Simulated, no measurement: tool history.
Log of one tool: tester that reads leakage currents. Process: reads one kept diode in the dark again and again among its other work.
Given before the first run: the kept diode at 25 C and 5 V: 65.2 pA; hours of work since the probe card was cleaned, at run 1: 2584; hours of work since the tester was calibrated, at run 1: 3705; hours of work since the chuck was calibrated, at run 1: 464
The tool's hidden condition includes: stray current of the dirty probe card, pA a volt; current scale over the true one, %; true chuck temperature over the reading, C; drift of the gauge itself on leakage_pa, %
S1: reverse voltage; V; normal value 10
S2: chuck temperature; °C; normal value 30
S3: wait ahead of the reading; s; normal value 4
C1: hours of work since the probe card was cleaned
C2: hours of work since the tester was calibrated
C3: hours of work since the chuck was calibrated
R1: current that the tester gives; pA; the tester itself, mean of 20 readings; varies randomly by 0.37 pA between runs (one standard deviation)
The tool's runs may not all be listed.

run	day	S1	S2	S3	C1	C2	C3	R1
1	0	10	30	4	2584	3705	464	131.89
2	4.783	10	30	4	2646	3767	526	131.5
3	8.921	10	30	4	2699	3821	579	132.88
# day 14.188: probe card cleaned and baked
4	16.833	10	30	0.3	34	3921	680	141.61
5	21.892	10	30	0.3	99	3986	745	142.26
6	27.146	10	30	4	167	4054	813	137.41
# day 31.638: probe card cleaned and baked, once more
7	36.896	10	30	4	68	4178	937	132.5
8	42.762	10	30	4	144	4254	1013	133.7
9	49.183	1.4	30	4	226	4337	1096	62.2
10	56.904	19.7	30	4	326	4437	1195	176.87
# day 62.05: tester calibrated
11	63.742	19.7	30	4	413	22	1283	178.78
12	70.075	19.7	30	4	495	104	1364	181.35
# day 79.383: chuck's temperature calibrated
13	79.383	19.7	30	4	614	223	0	162.73
14	88.375	19.7	52	4	730	339	116	710.28
15	93.225	10	30	4	793	401	179	126.3
16	98.383	10	30	4	859	468	245	126.6
17	105.871	1.6	30	4	956	565	342	61.94
18	112.488	1.6	30	4	1042	650	427	62.74
19	121.358	1.6	30	4	1156	765	542	63.04
20	127.029	1.6	30	4	1229	838	615	63.67
21	135.475	1.6	30	4	1338	947	724	64.03
22	143.312	3.5	48	4	1439	1048	825	294.7
23	151.388	10	34	4	1544	1152	930	177.2
24	157.358	13.2	25	4	1621	1229	1007	106.27
25	165.875	12	35	1.58	1731	1339	1117	208.96
26	170.783	12	35	1.58	1794	1403	1180	209.03
27	175.796	13.7	35	7.99	1859	1467	1245	220.34
28	180.45	3.4	20	7.99	1919	1527	1305	43.63
29	188.354	1.1	44	2.72	2021	1629	1407	150.62
30	193.408	19.8	44	1.33	2086	1695	1472	472.68
# day 194.225: chuck's temperature calibrated
31	203.158	19.8	44	1.33	2211	1819	115	436
32	210.833	11.8	44	1.33	2310	1918	214	354.47

Forecast run 33:
33	215.338	11.8	44	1.33	2368	1977	273	?

{"run 33": {"R1": 354.02}}
With the hidden condition absent and the run-to-run variation left alone, this run would have shown R1 344.03 pA.
